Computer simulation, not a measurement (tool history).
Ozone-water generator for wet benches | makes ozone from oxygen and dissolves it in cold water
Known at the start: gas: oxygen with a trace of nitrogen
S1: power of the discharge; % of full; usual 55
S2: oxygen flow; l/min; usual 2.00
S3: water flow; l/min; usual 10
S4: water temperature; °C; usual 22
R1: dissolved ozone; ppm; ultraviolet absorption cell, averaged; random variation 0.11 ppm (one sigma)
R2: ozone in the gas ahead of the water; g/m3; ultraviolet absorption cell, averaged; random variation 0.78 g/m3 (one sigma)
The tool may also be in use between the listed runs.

run    hour  S1    S2  S3  S4    R1     R2
  1     0.0  55  2.00  10  22   8.7  116.7
  2    72.9  55  2.00  10  22   8.7  117.4
  3   122.3  55  2.00  10  22   8.4  115.8
  4   179.9  55  2.21  10  22   8.5  112.4
  5   259.9  55  2.21  10  22   8.8  112.1
  6   316.0  55  2.21  10  22   8.6  113.4
  7   377.1  55  2.21  10  22   8.5  113.0
  8   421.0  55  2.21  10  22   8.4  111.2
  9   512.4  55  2.21  10  22   8.5  112.5
 10   589.4  55  2.21  10  22   8.7  112.8
 11   676.8  55  2.21  10  22   8.5  111.8
 12   777.3  55  2.00  10  22   8.4  115.9
 13   871.6  55  2.36  12  22   7.4  108.0
 14   962.2  75  1.91  10  22  10.0  144.7
 15  1060.1  75  1.91   6  22  15.2  142.5
 16  1155.4  75  1.91   6  22  14.9  142.4
 17  1212.2  93  2.00   7  27  14.2  159.8
 18  1279.5  93  2.27  12  27   9.4  153.2
 19  1362.3  55  3.23  10  18   9.6   95.5
 20  1453.1  55  3.23  10  18   9.4   94.9
 21  1497.3  54  2.00  10  22   8.1  112.2
 22  1580.4  54  1.03  10  22   6.6  145.2
 23  1658.6  54  1.03  10  22   6.6  144.1

Forecast each of these 4 alternatives for the next run:
  A  1743.2  69  3.07  10  22   ?   ?
  B  1743.2  54  3.58  10  22   ?   ?
  C  1743.2  55  2.00   9  22   ?   ?
  D  1743.2  52  1.52  10  23   ?   ?

run    R1     R2
  A  10.1  111.9
  B   8.7   88.2
  C   8.9  114.0
  D   7.4  121.2
Without the tool's hidden state the same runs would have given:
run    R1     R2
  A  11.7  119.6
  B   9.9   93.3
  C  10.2  120.7
  D   8.5  128.0

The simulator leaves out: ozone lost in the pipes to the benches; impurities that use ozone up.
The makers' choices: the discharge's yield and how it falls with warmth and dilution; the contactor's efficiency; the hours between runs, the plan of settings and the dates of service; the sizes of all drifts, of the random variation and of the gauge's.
